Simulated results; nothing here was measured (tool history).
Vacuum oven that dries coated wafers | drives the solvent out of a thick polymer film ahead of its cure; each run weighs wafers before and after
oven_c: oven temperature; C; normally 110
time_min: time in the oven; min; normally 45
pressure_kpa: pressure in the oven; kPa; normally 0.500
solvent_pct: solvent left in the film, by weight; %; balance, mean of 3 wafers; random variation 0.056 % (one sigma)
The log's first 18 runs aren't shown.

run	hour	oven_c	time_min	pressure_kpa	hours of work since the thermocouples were calibrated	hours of work since the vacuum gauge was cleaned of residue	solvent_pct
19	1191.3	110	45	0.500	78	1748	3.65
20	1277.0	110	45	0.500	116	1786	3.75
21	1369.2	110	53	0.265	156	1826	2.70
22	1431.3	110	53	0.299	183	1853	2.80
23	1478.1	110	28	0.500	204	1874	6.85
24	1569.8	110	28	0.500	244	1914	6.90
25	1613.9	115	61	1.624	263	1933	1.75
26	1684.8	117	75	0.890	294	1964	0.82
27	1730.0	106	56	1.434	314	1984	4.25
28	1771.6	110	76	1.026	332	2002	1.78
29	1849.8	106	24	0.500	367	2037	9.45
30	1914.0	110	34	0.500	395	2065	5.58
31	1994.8	116	80	0.500	430	2100	0.65
32	2032.5	116	35	0.500	447	2117	3.54
33	2112.4	111	24	0.500	482	2151	7.73
34	2205.4	111	24	0.500	522	2192	7.69
35	2281.3	104	45	0.500	556	2225	6.04
36	2318.9	109	77	0.389	572	2242	1.69
37	2411.0	115	28	0.778	612	2282	5.37
38	2464.7	105	45	0.282	636	2306	5.53
39	2543.7	105	45	0.282	670	2340	5.58
40	2596.5	110	45	0.472	693	2363	4.00

Consider 4 possible next runs. They are alternatives, not a sequence: every one starts from the tool as it was left by run 40. What does each give?
A	2684.7	123	80	0.855	732	2402	?
B	2684.7	110	45	1.039	732	2402	?
C	2684.7	120	45	0.683	732	2402	?
D	2684.7	99	45	0.500	732	2402	?

run	solvent_pct
A	0.61
B	4.23
C	1.70
D	7.86
Take away the tool's hidden state, keep each run's random variation, and the runs would have read:
run	solvent_pct
A	0.39
B	3.65
C	1.32
D	7.16
